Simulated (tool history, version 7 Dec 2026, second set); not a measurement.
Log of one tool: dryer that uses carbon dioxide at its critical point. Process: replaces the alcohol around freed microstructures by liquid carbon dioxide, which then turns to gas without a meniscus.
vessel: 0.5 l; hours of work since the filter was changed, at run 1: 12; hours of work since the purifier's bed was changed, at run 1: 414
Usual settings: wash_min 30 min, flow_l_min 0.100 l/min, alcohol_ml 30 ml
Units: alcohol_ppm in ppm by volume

run	day	wash_min	flow_l_min	alcohol_ml	hours of work since the filter was changed	hours of work since the purifier's bed was changed	alcohol_ppm
1	0.000	30	0.100	30	12	414	498
2	2.925	30	0.100	30	59	460	529
3	4.633	30	0.100	30	86	488	553
# day 7.200: purifier's bed changed
4	7.775	30	0.100	37	134	9	574
5	9.825	30	0.100	30	167	42	484
6	11.838	30	0.100	30	199	74	516
7	14.442	30	0.100	30	241	116	556
8	17.188	30	0.100	30	285	160	618
9	18.921	30	0.100	30	313	188	655
10	21.775	30	0.077	30	358	233	1765
11	23.621	30	0.077	30	388	263	1892
12	26.567	27	0.165	76	435	310	340
13	28.029	30	0.165	30	459	334	155
# day 28.696: inlet filter changed
14	30.775	44	0.097	34	33	377	158
15	33.629	44	0.097	34	79	423	182
16	36.604	30	0.083	120	127	470	4015
17	39.167	30	0.100	60	168	511	1064
# day 40.417: purifier's bed changed
18	41.779	28	0.102	109	208	22	2357
19	43.412	30	0.100	37	234	48	661

Forecast each of these 3 alternatives for the next run:
A	44.983	30	0.066	30	259	73	?
B	44.983	30	0.136	30	259	73	?
C	44.983	30	0.098	37	259	73	?

run	alcohol_ppm
A	2548
B	136
C	755
Without the tool's hidden state the same runs would have given:
run	alcohol_ppm
A	1925
B	70
C	493

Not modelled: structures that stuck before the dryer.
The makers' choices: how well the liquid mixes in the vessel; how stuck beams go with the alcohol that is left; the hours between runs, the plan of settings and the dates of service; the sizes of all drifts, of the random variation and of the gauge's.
